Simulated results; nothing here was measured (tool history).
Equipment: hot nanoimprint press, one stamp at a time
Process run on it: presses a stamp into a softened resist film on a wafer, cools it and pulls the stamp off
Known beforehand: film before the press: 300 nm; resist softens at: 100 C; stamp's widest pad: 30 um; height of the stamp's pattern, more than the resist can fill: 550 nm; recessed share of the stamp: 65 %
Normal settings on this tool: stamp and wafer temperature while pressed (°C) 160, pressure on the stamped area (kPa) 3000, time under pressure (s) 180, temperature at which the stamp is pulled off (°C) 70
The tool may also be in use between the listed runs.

run,hour,stamp and wafer temperature while pressed (°C),pressure on the stamped area (kPa),time under pressure (s),temperature at which the stamp is pulled off (°C),resist left under the stamp's widest pad (angstrom),greatest force while the stamp is pulled off (N)
1,0,160,3000,180,70,1771,131
# hour 34.6: stamp cleaned and given a new release coat
2,46.3,160,3000,180,70,1766,134
3,69.1,160,3000,180,70,1765,133
4,96.1,160,3000,180,70,1769,129
5,115.7,160,3000,180,70,1767,134
6,152.5,160,3000,180,70,1762,135
7,171.7,160,3000,180,70,1762,135
8,199.7,167,2500,180,70,1528,133
9,231.9,167,2500,180,70,1522,135
# hour 254.2: plate thermocouple calibrated
10,280.8,160,4140,180,60,1556,142
11,314.4,160,4140,180,60,1554,147
12,360.2,166,4140,180,63,1269,143

Here are 3 independent what-if runs from the current tool condition. What would each one return?
A,407.5,166,2210,180,63,?,?
B,407.5,160,3740,180,70,?,?
C,407.5,160,2260,340,70,?,?

run,resist left under the stamp's widest pad (angstrom),greatest force while the stamp is pulled off (N)
A,1644,142
B,1608,133
C,1581,134
What these runs would have given with no unlogged condition in the tool:
run,resist left under the stamp's widest pad (angstrom),greatest force while the stamp is pulled off (N)
A,1661,142
B,1625,133
C,1597,134
